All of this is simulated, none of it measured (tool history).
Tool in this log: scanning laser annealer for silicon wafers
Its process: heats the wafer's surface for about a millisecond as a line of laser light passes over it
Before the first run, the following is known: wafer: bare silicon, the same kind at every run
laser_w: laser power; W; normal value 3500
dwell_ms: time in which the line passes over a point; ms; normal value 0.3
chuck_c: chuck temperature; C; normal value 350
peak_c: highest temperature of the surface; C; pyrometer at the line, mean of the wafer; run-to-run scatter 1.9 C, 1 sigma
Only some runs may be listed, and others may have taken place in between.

Run 1, hour 0: usual settings. Result: peak_c 1072 C.
Run 2, hour 82.4: usual settings but chuck_c 351 C. Result: peak_c 1069 C.
Run 3, hour 128.5: usual settings but chuck_c 353 C. Result: peak_c 1072 C.
Run 4, hour 200.7: usual settings. Result: peak_c 1065 C.
Run 5, hour 284.5: usual settings but chuck_c 317 C. Result: peak_c 1029 C.
At hour 314.9: window over the wafer cleaned.
Run 6, hour 378.5: usual settings but chuck_c 317 C. Result: peak_c 1051 C.
Run 7, hour 453.8: usual settings but chuck_c 317 C. Result: peak_c 1044 C.
Run 8, hour 499: usual settings but chuck_c 317 C. Result: peak_c 1049 C.
Run 9, hour 542.4: usual settings. Result: peak_c 1075 C.
Run 10, hour 615.3: usual settings. Result: peak_c 1074 C.
Run 11, hour 672.9: usual settings. Result: peak_c 1073 C.
Run 12, hour 749.8: usual settings. Result: peak_c 1069 C.
Run 13, hour 828.8: usual settings. Result: peak_c 1069 C.
Run 14, hour 875.8: usual settings. Result: peak_c 1068 C.
Run 15, hour 960.2: usual settings. Result: peak_c 1067 C.
Run 16, hour 1002.9: usual settings. Result: peak_c 1068 C.
Run 17, hour 1083.4: usual settings but dwell_ms 0.37 ms. Result: peak_c 1126 C.
Run 18, hour 1170.1: usual settings but dwell_ms 0.37 ms. Result: peak_c 1125 C.
Run 19, hour 1219.5: usual settings but laser_w 3578 W, dwell_ms 0.244 ms, chuck_c 352 C. Result: peak_c 1020 C.
At hour 1233.1: optics aligned, line set to its width.
Run 20, hour 1326.6: usual settings but dwell_ms 0.339 ms. Result: peak_c 1115 C.
Run 21, hour 1368.7: usual settings but laser_w 3307 W, dwell_ms 0.329 ms. Result: peak_c 1054 C.
Run 22, hour 1411.1: usual settings but laser_w 3307 W, dwell_ms 0.377 ms. Result: peak_c 1098 C.
Run 23, hour 1460.8: usual settings but dwell_ms 0.249 ms, chuck_c 388 C. Result: peak_c 1060 C.
Run 24, hour 1508.9: usual settings but laser_w 3064 W, dwell_ms 0.378 ms, chuck_c 376 C. Result: peak_c 1054 C.
Run 25, hour 1585.1: usual settings but dwell_ms 0.356 ms, chuck_c 335 C. Result: peak_c 1112 C.
Run 26, hour 1684.8: usual settings but laser_w 3602 W, dwell_ms 0.275 ms, chuck_c 311 C. Result: peak_c 1030 C.
Run 27, hour 1778.1: usual settings but laser_w 3602 W, dwell_ms 0.276 ms, chuck_c 311 C. Result: peak_c 1028 C.
Run 28, hour 1840.6: usual settings but laser_w 3602 W, dwell_ms 0.285 ms, chuck_c 354 C. Result: peak_c 1078 C.
Run 29, hour 1933.7: usual settings but laser_w 2987 W, dwell_ms 0.272 ms, chuck_c 318 C. Result: peak_c 880 C.
Run 30, hour 1986.2: usual settings but laser_w 2987 W, dwell_ms 0.272 ms, chuck_c 318 C. Result: peak_c 879 C.
Run 31, hour 2035.9: usual settings but laser_w 2987 W, dwell_ms 0.272 ms, chuck_c 318 C. Result: peak_c 877 C.
Run 32, hour 2090.4: usual settings but laser_w 2987 W, dwell_ms 0.272 ms, chuck_c 318 C. Result: peak_c 876 C.
Run 33, hour 2155.6: usual settings but dwell_ms 0.26 ms, chuck_c 341 C. Result: peak_c 1008 C.
At hour 2241.5: window over the wafer cleaned.
Run 34, hour 2259.6: usual settings but dwell_ms 0.218 ms. Result: peak_c 987 C.
Run 35, hour 2325: usual settings but dwell_ms 0.218 ms. Result: peak_c 985 C.
Run 36, hour 2420.4: usual settings but laser_w 3624 W, dwell_ms 0.218 ms, chuck_c 337 C. Result: peak_c 996 C.

3 ways to go on from here, each from the tool as it stands after run 36. What would each give?
Run A, hour 2501.9: usual settings but laser_w 3422 W, dwell_ms 0.371 ms, chuck_c 328 C. Result: peak_c ?.
Run B, hour 2501.9: usual settings but laser_w 3232 W, dwell_ms 0.286 ms, chuck_c 315 C. Result: peak_c ?.
Run C, hour 2501.9: usual settings but laser_w 3202 W, dwell_ms 0.231 ms, chuck_c 321 C. Result: peak_c ?.

run  peak_c
  A    1096
  B     959
  C     901
What these runs would have given with no unlogged condition in the tool:
run  peak_c
  A    1129
  B     987
  C     926
